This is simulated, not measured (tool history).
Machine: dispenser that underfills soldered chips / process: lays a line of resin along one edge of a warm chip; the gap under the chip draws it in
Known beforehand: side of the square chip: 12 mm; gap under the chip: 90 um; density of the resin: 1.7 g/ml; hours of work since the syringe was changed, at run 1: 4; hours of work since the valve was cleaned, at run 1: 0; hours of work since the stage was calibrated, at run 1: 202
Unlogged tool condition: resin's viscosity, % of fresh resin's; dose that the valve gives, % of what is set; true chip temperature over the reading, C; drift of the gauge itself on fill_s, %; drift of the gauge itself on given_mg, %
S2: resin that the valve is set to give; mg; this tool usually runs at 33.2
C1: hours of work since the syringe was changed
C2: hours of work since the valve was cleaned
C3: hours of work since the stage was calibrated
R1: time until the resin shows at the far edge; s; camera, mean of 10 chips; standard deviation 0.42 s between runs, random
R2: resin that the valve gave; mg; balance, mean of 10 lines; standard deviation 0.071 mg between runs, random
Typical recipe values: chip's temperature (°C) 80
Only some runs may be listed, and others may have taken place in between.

{"run": 1, "hour": 0.0, "chip's temperature (°C)": 80, "S2": 33.2, "C1": 4, "C2": 0, "C3": 202, "R1": 31.5, "R2": 33.2}
{"run": 2, "hour": 5.9, "chip's temperature (°C)": 80, "S2": 33.2, "C1": 9, "C2": 4, "C3": 207, "R1": 37.5, "R2": 33.09}
{"hour": 6.6, "done": "new syringe of resin"}
{"run": 3, "hour": 10.5, "chip's temperature (°C)": 80, "S2": 33.2, "C1": 3, "C2": 8, "C3": 210, "R1": 29.9, "R2": 32.98}
{"run": 4, "hour": 15.3, "chip's temperature (°C)": 80, "S2": 33.2, "C1": 6, "C2": 11, "C3": 213, "R1": 34.6, "R2": 32.86}
{"hour": 19.0, "done": "new syringe of resin"}
{"run": 5, "hour": 21.4, "chip's temperature (°C)": 80, "S2": 33.2, "C1": 2, "C2": 15, "C3": 218, "R1": 29.3, "R2": 32.71}
{"run": 6, "hour": 27.3, "chip's temperature (°C)": 80, "S2": 33.2, "C1": 6, "C2": 20, "C3": 222, "R1": 34.1, "R2": 32.49}
{"hour": 31.9, "done": "new syringe of resin"}
{"run": 7, "hour": 32.1, "chip's temperature (°C)": 80, "S2": 37.0, "C1": 0, "C2": 23, "C3": 226, "R1": 26.7, "R2": 36.02}
{"run": 8, "hour": 38.6, "chip's temperature (°C)": 80, "S2": 37.0, "C1": 5, "C2": 28, "C3": 230, "R1": 33.3, "R2": 35.92}
{"run": 9, "hour": 43.6, "chip's temperature (°C)": 80, "S2": 37.0, "C1": 9, "C2": 32, "C3": 234, "R1": 37.4, "R2": 35.91}
{"hour": 44.6, "done": "new syringe of resin"}
{"run": 10, "hour": 51.3, "chip's temperature (°C)": 80, "S2": 30.8, "C1": 5, "C2": 37, "C3": 240, "R1": 33.5, "R2": 29.61}
{"run": 11, "hour": 55.5, "chip's temperature (°C)": 80, "S2": 30.8, "C1": 8, "C2": 40, "C3": 243, "R1": 37.4, "R2": 29.82}
{"hour": 57.1, "done": "new syringe of resin"}
{"run": 12, "hour": 59.5, "chip's temperature (°C)": 80, "S2": 33.2, "C1": 2, "C2": 43, "C3": 246, "R1": 29.2, "R2": 31.8}
{"run": 13, "hour": 64.8, "chip's temperature (°C)": 80, "S2": 33.2, "C1": 6, "C2": 47, "C3": 249, "R1": 34.6, "R2": 31.63}
{"hour": 69.2, "done": "dispensing valve cleaned and set on the balance"}
{"run": 14, "hour": 69.6, "chip's temperature (°C)": 74, "S2": 33.2, "C1": 9, "C2": 0, "C3": 252, "R1": 50.2, "R2": 33.2}
{"hour": 70.5, "done": "new syringe of resin"}
{"run": 15, "hour": 75.4, "chip's temperature (°C)": 80, "S2": 33.2, "C1": 4, "C2": 4, "C3": 256, "R1": 31.1, "R2": 33.23}
{"run": 16, "hour": 78.8, "chip's temperature (°C)": 89, "S2": 40.2, "C1": 6, "C2": 7, "C3": 259, "R1": 21.3, "R2": 39.92}
{"hour": 83.3, "done": "new syringe of resin"}
{"run": 17, "hour": 86.6, "chip's temperature (°C)": 81, "S2": 29.1, "C1": 2, "C2": 12, "C3": 264, "R1": 27.7, "R2": 28.81}
{"run": 18, "hour": 91.8, "chip's temperature (°C)": 81, "S2": 29.1, "C1": 6, "C2": 16, "C3": 268, "R1": 33.1, "R2": 28.67}
{"hour": 95.7, "done": "new syringe of resin"}
{"run": 19, "hour": 97.5, "chip's temperature (°C)": 81, "S2": 29.1, "C1": 1, "C2": 20, "C3": 272, "R1": 27.2, "R2": 28.63}
{"run": 20, "hour": 103.3, "chip's temperature (°C)": 75, "S2": 33.2, "C1": 6, "C2": 25, "C3": 277, "R1": 41.8, "R2": 32.58}
{"run": 21, "hour": 106.7, "chip's temperature (°C)": 85, "S2": 32.1, "C1": 8, "C2": 27, "C3": 279, "R1": 28.2, "R2": 31.27}
{"hour": 108.2, "done": "new syringe of resin"}
{"run": 22, "hour": 110.6, "chip's temperature (°C)": 85, "S2": 32.1, "C1": 2, "C2": 30, "C3": 282, "R1": 23.6, "R2": 31.27}
{"run": 23, "hour": 115.2, "chip's temperature (°C)": 67, "S2": 40.4, "C1": 5, "C2": 33, "C3": 285, "R1": 60.6, "R2": 39.26}
{"hour": 120.9, "done": "new syringe of resin"}
{"run": 24, "hour": 122.1, "chip's temperature (°C)": 82, "S2": 38.9, "C1": 1, "C2": 38, "C3": 290, "R1": 24.8, "R2": 37.58}
{"run": 25, "hour": 129.5, "chip's temperature (°C)": 80, "S2": 28.6, "C1": 6, "C2": 44, "C3": 296, "R1": 35.6, "R2": 27.49}
{"hour": 133.5, "done": "new syringe of resin"}
{"run": 26, "hour": 136.1, "chip's temperature (°C)": 72, "S2": 33.2, "C1": 2, "C2": 48, "C3": 300, "R1": 43.1, "R2": 31.72}
{"hour": 138.6, "done": "dispensing valve cleaned and set on the balance"}
{"run": 27, "hour": 144.1, "chip's temperature (°C)": 66, "S2": 32.9, "C1": 7, "C2": 4, "C3": 306, "R1": 70.6, "R2": 32.67}
{"hour": 146.9, "done": "new syringe of resin"}
{"run": 28, "hour": 147.4, "chip's temperature (°C)": 66, "S2": 32.9, "C1": 0, "C2": 6, "C3": 308, "R1": 55.6, "R2": 32.71}
{"run": 29, "hour": 151.1, "chip's temperature (°C)": 66, "S2": 32.9, "C1": 3, "C2": 9, "C3": 311, "R1": 61.6, "R2": 32.54}

What would each run have given without the hidden state, its run-to-run variation left as it was?
run=1 R1=28.7 R2=33.25
run=2 R1=29.1 R2=33.27
run=3 R1=28.6 R2=33.25
run=4 R1=28.9 R2=33.24
run=5 R1=29.4 R2=33.22
run=6 R1=29.1 R2=33.11
run=7 R1=28.3 R2=36.84
run=8 R1=29.6 R2=36.90
run=9 R1=28.9 R2=37.05
run=10 R1=30.1 R2=30.72
run=11 R1=29.8 R2=31.02
run=12 R1=29.1 R2=33.17
run=13 R1=29.9 R2=33.12
run=14 R1=39.3 R2=33.18
run=15 R1=29.5 R2=33.33
run=16 R1=18.3 R2=40.15
run=17 R1=27.7 R2=29.13
run=18 R1=28.6 R2=29.09
run=19 R1=28.4 R2=29.16
run=20 R1=37.3 R2=33.31
run=21 R1=22.8 R2=32.04
run=22 R1=24.0 R2=32.11
run=23 R1=54.9 R2=40.46
run=24 R1=25.9 R2=38.90
run=25 R1=30.1 R2=28.60
run=26 R1=43.5 R2=33.15
run=27 R1=59.4 R2=32.85
run=28 R1=60.5 R2=32.98
run=29 R1=60.7 R2=32.89

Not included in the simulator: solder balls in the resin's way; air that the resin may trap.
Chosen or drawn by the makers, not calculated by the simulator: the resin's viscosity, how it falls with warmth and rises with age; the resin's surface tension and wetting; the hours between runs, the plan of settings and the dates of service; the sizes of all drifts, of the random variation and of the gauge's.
